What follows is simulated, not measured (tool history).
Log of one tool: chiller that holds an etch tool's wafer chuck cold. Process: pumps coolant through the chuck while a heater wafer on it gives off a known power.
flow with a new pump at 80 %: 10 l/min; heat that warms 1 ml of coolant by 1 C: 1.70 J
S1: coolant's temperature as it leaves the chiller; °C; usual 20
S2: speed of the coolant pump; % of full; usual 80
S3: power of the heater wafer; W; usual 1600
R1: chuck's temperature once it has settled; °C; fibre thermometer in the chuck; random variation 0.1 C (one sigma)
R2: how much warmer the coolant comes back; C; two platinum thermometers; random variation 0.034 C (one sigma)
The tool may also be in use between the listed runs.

{"run": 1, "hour": 0.0, "S1": 20, "S2": 80, "S3": 1600, "R1": 33.2, "R2": 5.69}
{"run": 2, "hour": 75.0, "S1": 20, "S2": 80, "S3": 1600, "R1": 33.2, "R2": 5.68}
{"run": 3, "hour": 120.7, "S1": 22, "S2": 80, "S3": 1600, "R1": 35.1, "R2": 5.66}
{"run": 4, "hour": 211.2, "S1": 20, "S2": 71, "S3": 1600, "R1": 34.3, "R2": 6.42}
{"run": 5, "hour": 301.0, "S1": 20, "S2": 71, "S3": 1600, "R1": 34.3, "R2": 6.33}
{"run": 6, "hour": 375.7, "S1": 20, "S2": 80, "S3": 1032, "R1": 28.4, "R2": 3.69}
{"run": 7, "hour": 447.0, "S1": 20, "S2": 80, "S3": 1032, "R1": 28.5, "R2": 3.65}
{"run": 8, "hour": 505.8, "S1": 20, "S2": 80, "S3": 1600, "R1": 33.1, "R2": 5.67}
{"run": 9, "hour": 603.2, "S1": 20, "S2": 80, "S3": 1600, "R1": 32.9, "R2": 5.63}
{"run": 10, "hour": 649.1, "S1": 20, "S2": 86, "S3": 1600, "R1": 32.8, "R2": 5.25}
{"run": 11, "hour": 716.7, "S1": 20, "S2": 80, "S3": 1600, "R1": 33, "R2": 5.69}
{"run": 12, "hour": 797.2, "S1": 20, "S2": 80, "S3": 1600, "R1": 33.2, "R2": 5.67}
{"run": 13, "hour": 861.3, "S1": 20, "S2": 80, "S3": 1600, "R1": 33.2, "R2": 5.74}
{"run": 14, "hour": 906.7, "S1": 20, "S2": 80, "S3": 1600, "R1": 33.1, "R2": 5.64}
{"run": 15, "hour": 959.3, "S1": 20, "S2": 80, "S3": 1600, "R1": 33.1, "R2": 5.66}
{"run": 16, "hour": 1037.9, "S1": 20, "S2": 80, "S3": 1600, "R1": 33.1, "R2": 5.66}
{"run": 17, "hour": 1114.7, "S1": 20, "S2": 91, "S3": 1600, "R1": 32, "R2": 4.95}
{"run": 18, "hour": 1217.4, "S1": 22, "S2": 89, "S3": 1600, "R1": 34.3, "R2": 5.04}
{"run": 19, "hour": 1299.9, "S1": 22, "S2": 83, "S3": 1865, "R1": 36.8, "R2": 6.32}
{"run": 20, "hour": 1367.3, "S1": 20, "S2": 69, "S3": 985, "R1": 29, "R2": 4.05}
{"run": 21, "hour": 1443.4, "S1": 11, "S2": 68, "S3": 985, "R1": 20.2, "R2": 4.13}
{"run": 22, "hour": 1532.2, "S1": 12, "S2": 71, "S3": 1095, "R1": 21.8, "R2": 4.39}
{"run": 23, "hour": 1599.8, "S1": 13, "S2": 74, "S3": 1561, "R1": 26.4, "R2": 5.99}
{"run": 24, "hour": 1648.7, "S1": 22, "S2": 70, "S3": 1529, "R1": 35.7, "R2": 6.18}
{"run": 25, "hour": 1742.1, "S1": 11, "S2": 98, "S3": 830, "R1": 17, "R2": 2.41}
{"run": 26, "hour": 1814.8, "S1": 11, "S2": 98, "S3": 830, "R1": 17, "R2": 2.39}
{"run": 27, "hour": 1872.4, "S1": 20, "S2": 100, "S3": 1600, "R1": 31.3, "R2": 4.53}
{"run": 28, "hour": 1945.3, "S1": 20, "S2": 93, "S3": 2148, "R1": 36, "R2": 6.52}
{"run": 29, "hour": 1989.9, "S1": 20, "S2": 93, "S3": 2148, "R1": 36, "R2": 6.54}
{"run": 30, "hour": 2093.8, "S1": 13, "S2": 60, "S3": 1754, "R1": 30.4, "R2": 8.33}
{"run": 31, "hour": 2189.7, "S1": 23, "S2": 92, "S3": 1754, "R1": 36.1, "R2": 5.47}

4 ways to go on from here, each from the tool as it stands after run 31. What would each give?
{"run": "A", "hour": 2254.0, "S1": 19, "S2": 77, "S3": 2395, "R1": "?", "R2": "?"}
{"run": "B", "hour": 2254.0, "S1": 19, "S2": 72, "S3": 1600, "R1": "?", "R2": "?"}
{"run": "C", "hour": 2254.0, "S1": 22, "S2": 91, "S3": 1470, "R1": "?", "R2": "?"}
{"run": "D", "hour": 2254.0, "S1": 29, "S2": 61, "S3": 1283, "R1": "?", "R2": "?"}

run=A R1=39.4 R2=8.76
run=B R1=33.1 R2=6.32
run=C R1=33 R2=4.59
run=D R1=41.7 R2=5.95
Without the tool's hidden state the same runs would have given:
run=A R1=39.3 R2=8.74
run=B R1=33.1 R2=6.31
run=C R1=33 R2=4.57
run=D R1=41.6 R2=5.93

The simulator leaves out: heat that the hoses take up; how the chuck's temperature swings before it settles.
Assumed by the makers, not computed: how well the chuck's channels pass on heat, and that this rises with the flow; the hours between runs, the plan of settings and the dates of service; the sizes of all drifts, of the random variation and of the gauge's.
